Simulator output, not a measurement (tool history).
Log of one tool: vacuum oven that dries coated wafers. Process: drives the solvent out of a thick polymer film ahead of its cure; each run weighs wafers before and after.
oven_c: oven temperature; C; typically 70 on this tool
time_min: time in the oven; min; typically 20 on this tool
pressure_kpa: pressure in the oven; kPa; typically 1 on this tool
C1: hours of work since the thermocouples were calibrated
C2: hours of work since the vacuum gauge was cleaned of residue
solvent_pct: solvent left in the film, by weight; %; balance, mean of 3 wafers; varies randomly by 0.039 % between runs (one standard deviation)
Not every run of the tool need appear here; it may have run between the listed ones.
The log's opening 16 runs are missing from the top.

run 17 hour=145.1 | oven_c=70 time_min=11 pressure_kpa=1 | C1=1282 C2=119 | solvent_pct=3.17
run 18 hour=156.1 | oven_c=71 time_min=11 pressure_kpa=1 | C1=1289 C2=126 | solvent_pct=2.75
run 19 hour=167.5 | oven_c=63 time_min=22 pressure_kpa=2.62 | C1=1297 C2=133 | solvent_pct=2.89
run 20 hour=173.7 | oven_c=77 time_min=12 pressure_kpa=1 | C1=1300 C2=137 | solvent_pct=0.81
run 21 hour=183 | oven_c=79 time_min=17 pressure_kpa=2.04 | C1=1306 C2=143 | solvent_pct=0.45
-- hour=185.6 oven's thermocouples calibrated
run 22 hour=195.7 | oven_c=62 time_min=21 pressure_kpa=1.21 | C1=6 C2=150 | solvent_pct=2.56
run 23 hour=204.3 | oven_c=62 time_min=21 pressure_kpa=1.21 | C1=12 C2=155 | solvent_pct=2.58
run 24 hour=216 | oven_c=62 time_min=21 pressure_kpa=1.21 | C1=19 C2=163 | solvent_pct=2.48
run 25 hour=227.1 | oven_c=67 time_min=25 pressure_kpa=1.99 | C1=26 C2=170 | solvent_pct=1.06
run 26 hour=238.5 | oven_c=70 time_min=29 pressure_kpa=1 | C1=34 C2=177 | solvent_pct=0.29
run 27 hour=248.3 | oven_c=77 time_min=11 pressure_kpa=0.66 | C1=40 C2=183 | solvent_pct=0.72
run 28 hour=259.8 | oven_c=77 time_min=11 pressure_kpa=0.66 | C1=47 C2=191 | solvent_pct=0.76
-- hour=263.6 oven's thermocouples calibrated, once more
run 29 hour=273 | oven_c=77 time_min=16 pressure_kpa=0.66 | C1=6 C2=198 | solvent_pct=0.59
run 30 hour=278.8 | oven_c=77 time_min=16 pressure_kpa=0.66 | C1=10 C2=201 | solvent_pct=0.62

Consider 3 possible next runs. They are alternatives, not a sequence: every one starts from the tool as it was left by run 30. What does each give?
run A hour=285.5 | oven_c=77 time_min=24 pressure_kpa=2.73 | C1=14 C2=206 | solvent_pct=?
run B hour=285.5 | oven_c=70 time_min=22 pressure_kpa=0.53 | C1=14 C2=206 | solvent_pct=?
run C hour=285.5 | oven_c=69 time_min=19 pressure_kpa=0.84 | C1=14 C2=206 | solvent_pct=?

run=A solvent_pct=0.69
run=B solvent_pct=1.02
run=C solvent_pct=1.82
With the hidden condition removed and each run's random variation left untouched, the same runs would have given:
run=A solvent_pct=0.67
run=B solvent_pct=0.99
run=C solvent_pct=1.8
